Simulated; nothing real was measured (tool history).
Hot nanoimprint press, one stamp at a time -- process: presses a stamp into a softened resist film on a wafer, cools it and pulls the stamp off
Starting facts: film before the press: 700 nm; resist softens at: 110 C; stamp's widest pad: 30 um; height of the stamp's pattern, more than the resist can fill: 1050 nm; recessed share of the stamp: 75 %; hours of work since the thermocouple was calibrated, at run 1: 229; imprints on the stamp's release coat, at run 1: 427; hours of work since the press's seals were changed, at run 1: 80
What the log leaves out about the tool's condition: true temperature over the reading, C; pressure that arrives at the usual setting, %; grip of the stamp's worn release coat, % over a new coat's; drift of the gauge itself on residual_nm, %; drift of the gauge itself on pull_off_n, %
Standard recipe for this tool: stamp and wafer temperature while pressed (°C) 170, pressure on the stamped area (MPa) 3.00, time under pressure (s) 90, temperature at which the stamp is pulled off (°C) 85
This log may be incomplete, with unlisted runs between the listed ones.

| run | hour | stamp and wafer temperature while pressed (°C) | pressure on the stamped area (MPa) | time under pressure (s) | temperature at which the stamp is pulled off (°C) | hours of work since the thermocouple was calibrated | imprints on the stamp's release coat | hours of work since the press's seals were changed | resist left under the stamp's widest pad (Å) | greatest force while the stamp is pulled off (N) |
|---|---|---|---|---|---|---|---|---|---|---|
| 1 | 0.0 | 170 | 3.00 | 90 | 85 | 229 | 427 | 80 | 3711 | 158 |
| 2 | 28.9 | 170 | 3.00 | 90 | 85 | 249 | 568 | 100 | 3719 | 163 |
| 3 | 58.0 | 170 | 3.00 | 90 | 71 | 268 | 709 | 120 | 3698 | 218 |
| 4 | 76.1 | 170 | 3.00 | 90 | 71 | 281 | 797 | 132 | 3713 | 219 |
| 5 | 107.1 | 170 | 4.72 | 90 | 85 | 302 | 948 | 153 | 3086 | 174 |
| 6 | 129.3 | 170 | 4.72 | 90 | 85 | 317 | 1056 | 168 | 3090 | 192 |
| 7 | 147.3 | 170 | 4.72 | 90 | 85 | 329 | 1143 | 180 | 3089 | 187 |
| 8 | 172.0 | 170 | 4.72 | 52 | 85 | 346 | 1264 | 197 | 3774 | 193 |
| 9 | 189.9 | 170 | 3.00 | 90 | 85 | 358 | 1351 | 209 | 3689 | 188 |
| 10 | 211.6 | 170 | 3.00 | 90 | 85 | 373 | 1456 | 224 | 3680 | 195 |
| 11 | 234.2 | 170 | 3.00 | 90 | 85 | 388 | 1566 | 239 | 3667 | 202 |
| 12 | 254.0 | 170 | 2.71 | 90 | 85 | 401 | 1662 | 253 | 3811 | 205 |
|  | 267.2 | plate thermocouple calibrated |
| 13 | 276.3 | 170 | 2.71 | 90 | 85 | 6 | 1757 | 266 | 3686 | 207 |
| 14 | 292.5 | 170 | 3.00 | 89 | 85 | 17 | 1835 | 277 | 3565 | 202 |
| 15 | 319.2 | 170 | 3.00 | 90 | 85 | 35 | 1965 | 295 | 3539 | 214 |
|  | 341.3 | plate thermocouple calibrated, once more |
| 16 | 341.3 | 170 | 3.00 | 90 | 85 | 0 | 2058 | 308 | 3828 | 230 |
| 17 | 360.3 | 170 | 3.00 | 90 | 85 | 13 | 2150 | 321 | 3852 | 227 |

Run 18, settings as shown, results not yet in. Your forecast:
| 18 | 379.4 | 170 | 2.70 | 129 | 81 | 26 | 2243 | 334 | ? | ? |

Run 18 measured resist left under the stamp's widest pad (Å) 3515, greatest force while the stamp is pulled off (N) 270.
Without the tool's hidden state the same run would have given resist left under the stamp's widest pad (Å) 3511, greatest force while the stamp is pulled off (N) 163.
